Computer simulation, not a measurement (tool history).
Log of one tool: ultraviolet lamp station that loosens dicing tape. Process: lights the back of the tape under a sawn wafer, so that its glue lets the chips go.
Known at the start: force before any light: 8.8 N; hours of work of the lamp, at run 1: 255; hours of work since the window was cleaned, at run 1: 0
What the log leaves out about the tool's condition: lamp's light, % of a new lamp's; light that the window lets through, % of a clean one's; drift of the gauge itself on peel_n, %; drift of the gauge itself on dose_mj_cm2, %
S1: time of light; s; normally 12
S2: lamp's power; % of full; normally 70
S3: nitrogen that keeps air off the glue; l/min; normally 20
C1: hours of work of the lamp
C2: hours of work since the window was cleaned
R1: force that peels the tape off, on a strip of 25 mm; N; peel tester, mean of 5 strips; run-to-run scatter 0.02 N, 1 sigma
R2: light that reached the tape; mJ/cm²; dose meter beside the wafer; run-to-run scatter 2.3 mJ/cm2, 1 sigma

| run | day | S1 | S2 | S3 | C1 | C2 | R1 | R2 |
|---|---|---|---|---|---|---|---|---|
| 1 | 0.000 | 12 | 70 | 20 | 255 | 0 | 0.942 | 207 |
| 2 | 0.704 | 9 | 70 | 20 | 263 | 9 | 1.639 | 156 |
| 3 | 1.700 | 9 | 82 | 20 | 276 | 21 | 1.185 | 186 |
| 4 | 2.838 | 9 | 82 | 20 | 290 | 35 | 1.217 | 184 |
| 5 | 3.800 | 9 | 82 | 20 | 302 | 47 | 1.237 | 181 |
| 6 | 4.271 | 9 | 84 | 20 | 308 | 53 | 1.155 | 188 |
| 7 | 5.354 | 6 | 84 | 20 | 321 | 66 | 2.268 | 121 |
| 8 | 6.471 | 12 | 70 | 20 | 335 | 80 | 1.018 | 205 |
| 9 | 6.954 | 12 | 68 | 20 | 341 | 86 | 1.026 | 200 |
| 10 | 8.004 | 12 | 68 | 20 | 354 | 99 | 1.063 | 200 |
| 11 | 9.071 | 12 | 68 | 7 | 367 | 113 | 1.603 | 203 |
| 12 | 9.958 | 12 | 68 | 7 | 378 | 124 | 1.641 | 199 |
| 13 | 10.696 | 12 | 85 | 20 | 387 | 133 | 0.666 | 255 |
| 14 | 11.517 | 12 | 85 | 20 | 397 | 143 | 0.656 | 246 |
| 15 | 12.612 | 12 | 85 | 20 | 411 | 156 | 0.671 | 250 |
| 16 | 13.283 | 12 | 70 | 20 | 419 | 165 | 0.976 | 208 |
| 17 | 14.258 | 13 | 70 | 20 | 431 | 177 | 0.847 | 222 |
| 18 | 15.217 | 13 | 70 | 20 | 443 | 189 | 0.827 | 219 |
| 19 | 15.908 | 7 | 70 | 20 | 452 | 197 | 2.332 | 121 |
| 20 | 16.675 | 8 | 70 | 20 | 461 | 207 | 1.921 | 138 |
| 21 | 17.750 | 20 | 70 | 20 | 475 | 220 | 0.358 | 344 |
| 22 | 18.554 | 10 | 86 | 25 | 485 | 230 | 0.867 | 214 |
| 23 | 19.067 | 8 | 86 | 7 | 491 | 237 | 2.067 | 174 |
|  | 19.558 | window cleaned of glue's vapour |
| 24 | 20.204 | 10 | 77 | 7 | 505 | 8 | 1.770 | 190 |
| 25 | 20.921 | 15 | 77 | 10 | 514 | 17 | 0.717 | 289 |
| 26 | 21.783 | 20 | 70 | 20 | 525 | 28 | 0.350 | 349 |
| 27 | 22.696 | 20 | 70 | 20 | 536 | 39 | 0.358 | 344 |
| 28 | 23.717 | 15 | 70 | 8 | 549 | 52 | 0.978 | 259 |
| 29 | 24.446 | 15 | 83 | 34 | 558 | 61 | 0.362 | 307 |
| 30 | 25.579 | 17 | 83 | 34 | 572 | 75 | 0.286 | 349 |
| 31 | 26.283 | 15 | 62 | 8 | 580 | 83 | 1.199 | 228 |
| 32 | 27.025 | 13 | 70 | 7 | 590 | 93 | 1.367 | 227 |
| 33 | 28.025 | 21 | 76 | 11 | 602 | 105 | 0.340 | 393 |
| 34 | 28.979 | 10 | 76 | 11 | 614 | 117 | 1.465 | 187 |
| 35 | 29.825 | 8 | 74 | 11 | 624 | 127 | 2.167 | 146 |
| 36 | 30.633 | 6 | 85 | 20 | 634 | 137 | 2.201 | 128 |
| 37 | 31.350 | 6 | 85 | 15 | 643 | 146 | 2.397 | 123 |

Predict each of these 3 candidate next runs independently; none follows another, all start after run 37:
| A | 31.812 | 12 | 81 | 20 | 649 | 152 | ? | ? |
| B | 31.812 | 11 | 91 | 21 | 649 | 152 | ? | ? |
| C | 31.812 | 10 | 61 | 15 | 649 | 152 | ? | ? |

| run | R1 | R2 |
|---|---|---|
| A | 0.745 | 238 |
| B | 0.677 | 244 |
| C | 1.899 | 147 |
Without the tool's hidden state the same runs would have given:
| run | R1 | R2 |
|---|---|---|
| A | 0.743 | 238 |
| B | 0.675 | 245 |
| C | 1.895 | 147 |

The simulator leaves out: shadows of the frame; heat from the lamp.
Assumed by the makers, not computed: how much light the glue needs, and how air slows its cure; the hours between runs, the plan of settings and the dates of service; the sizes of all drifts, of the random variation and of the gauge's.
